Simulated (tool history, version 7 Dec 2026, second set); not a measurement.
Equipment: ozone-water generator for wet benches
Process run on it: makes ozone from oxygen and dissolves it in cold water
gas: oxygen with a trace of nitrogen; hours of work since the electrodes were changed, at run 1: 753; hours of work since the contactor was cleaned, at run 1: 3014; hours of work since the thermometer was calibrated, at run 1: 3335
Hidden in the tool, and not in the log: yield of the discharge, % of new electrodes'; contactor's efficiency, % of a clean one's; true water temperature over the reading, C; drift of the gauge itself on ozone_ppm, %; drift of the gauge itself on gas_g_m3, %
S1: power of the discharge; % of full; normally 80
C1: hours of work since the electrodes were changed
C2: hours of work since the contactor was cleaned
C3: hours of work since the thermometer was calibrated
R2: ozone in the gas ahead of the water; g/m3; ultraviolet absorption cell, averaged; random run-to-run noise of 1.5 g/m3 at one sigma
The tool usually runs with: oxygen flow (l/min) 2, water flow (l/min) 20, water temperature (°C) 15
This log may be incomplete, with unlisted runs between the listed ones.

run 1 hour=0 | S1=80 oxygen_flow_(l/min)=2 water_flow_(l/min)=20 water_temperature_(°C)=15 | C1=753 C2=3014 C3=3335 | dissolved_ozone_(ppm)=12.7 R2=285
run 2 hour=33.9 | S1=80 oxygen_flow_(l/min)=2 water_flow_(l/min)=20 water_temperature_(°C)=9 | C1=779 C2=3040 C3=3361 | dissolved_ozone_(ppm)=13.3 R2=285
run 3 hour=69.6 | S1=80 oxygen_flow_(l/min)=2 water_flow_(l/min)=20 water_temperature_(°C)=9 | C1=806 C2=3067 C3=3388 | dissolved_ozone_(ppm)=13 R2=283.7
run 4 hour=93 | S1=80 oxygen_flow_(l/min)=2 water_flow_(l/min)=20 water_temperature_(°C)=9 | C1=824 C2=3085 C3=3406 | dissolved_ozone_(ppm)=13.2 R2=285.2
run 5 hour=128 | S1=50 oxygen_flow_(l/min)=2 water_flow_(l/min)=20 water_temperature_(°C)=9 | C1=851 C2=3112 C3=3433 | dissolved_ozone_(ppm)=8.6 R2=187.8
run 6 hour=157.4 | S1=50 oxygen_flow_(l/min)=2 water_flow_(l/min)=20 water_temperature_(°C)=9 | C1=873 C2=3135 C3=3455 | dissolved_ozone_(ppm)=8.7 R2=189.8
run 7 hour=194 | S1=50 oxygen_flow_(l/min)=2 water_flow_(l/min)=28 water_temperature_(°C)=9 | C1=901 C2=3163 C3=3484 | dissolved_ozone_(ppm)=6.1 R2=189
run 8 hour=225 | S1=50 oxygen_flow_(l/min)=2 water_flow_(l/min)=28 water_temperature_(°C)=9 | C1=925 C2=3187 C3=3507 | dissolved_ozone_(ppm)=5.9 R2=187
run 9 hour=251.8 | S1=49 oxygen_flow_(l/min)=2 water_flow_(l/min)=28 water_temperature_(°C)=9 | C1=946 C2=3207 C3=3528 | dissolved_ozone_(ppm)=5.9 R2=186.2
run 10 hour=282.6 | S1=53 oxygen_flow_(l/min)=1.33 water_flow_(l/min)=19 water_temperature_(°C)=22 | C1=970 C2=3231 C3=3552 | dissolved_ozone_(ppm)=7.8 R2=244.2

Run 11 is up next; what results do you expect?
run 11 hour=314.2 | S1=93 oxygen_flow_(l/min)=1.33 water_flow_(l/min)=19 water_temperature_(°C)=22 | C1=994 C2=3255 C3=3576 | dissolved_ozone_(ppm)=? R2=?

{"run 11": {"dissolved ozone (ppm)": 12.7, "R2": 397.8}}
With the hidden condition absent and the run-to-run variation left alone, this run would have shown dissolved ozone (ppm) 13.5, R2 411.5 g/m3.
